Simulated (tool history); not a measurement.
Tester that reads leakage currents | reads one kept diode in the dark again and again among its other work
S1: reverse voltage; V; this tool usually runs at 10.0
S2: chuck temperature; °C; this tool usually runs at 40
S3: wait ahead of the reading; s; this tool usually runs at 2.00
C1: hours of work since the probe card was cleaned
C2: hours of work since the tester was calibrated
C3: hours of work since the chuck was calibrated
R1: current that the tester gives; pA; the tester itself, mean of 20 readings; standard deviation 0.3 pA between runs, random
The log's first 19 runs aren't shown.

| run | day | S1 | S2 | S3 | C1 | C2 | C3 | R1 |
|---|---|---|---|---|---|---|---|---|
|  | 59.271 | chuck's temperature calibrated |
| 20 | 59.283 | 5.0 | 33 | 2.00 | 599 | 169 | 0 | 39.60 |
| 21 | 62.838 | 4.6 | 27 | 2.63 | 664 | 234 | 65 | 23.21 |
| 22 | 65.121 | 1.2 | 36 | 1.99 | 706 | 276 | 107 | 23.76 |
| 23 | 68.067 | 2.5 | 46 | 1.99 | 760 | 330 | 161 | 79.73 |
| 24 | 69.933 | 19.9 | 24 | 1.99 | 794 | 364 | 195 | 47.50 |
| 25 | 72.733 | 1.1 | 24 | 1.99 | 845 | 415 | 246 | 8.16 |
| 26 | 76.925 | 7.4 | 37 | 0.35 | 921 | 491 | 322 | 72.17 |
| 27 | 79.604 | 7.4 | 37 | 1.25 | 970 | 540 | 371 | 69.24 |
| 28 | 83.808 | 7.4 | 37 | 1.25 | 1047 | 617 | 448 | 69.73 |
| 29 | 86.708 | 8.9 | 30 | 0.71 | 1100 | 670 | 501 | 47.12 |
| 30 | 89.183 | 1.3 | 30 | 9.99 | 1145 | 715 | 546 | 14.91 |

Run 31 is up next; what results do you expect?
| 31 | 91.288 | 5.8 | 40 | 0.71 | 1184 | 754 | 585 | ? |

Run 31 came out at R1 78.29 pA.
Take away the tool's hidden state, keep the run-to-run variation as it was, and the same run would have given R1 74.92 pA.
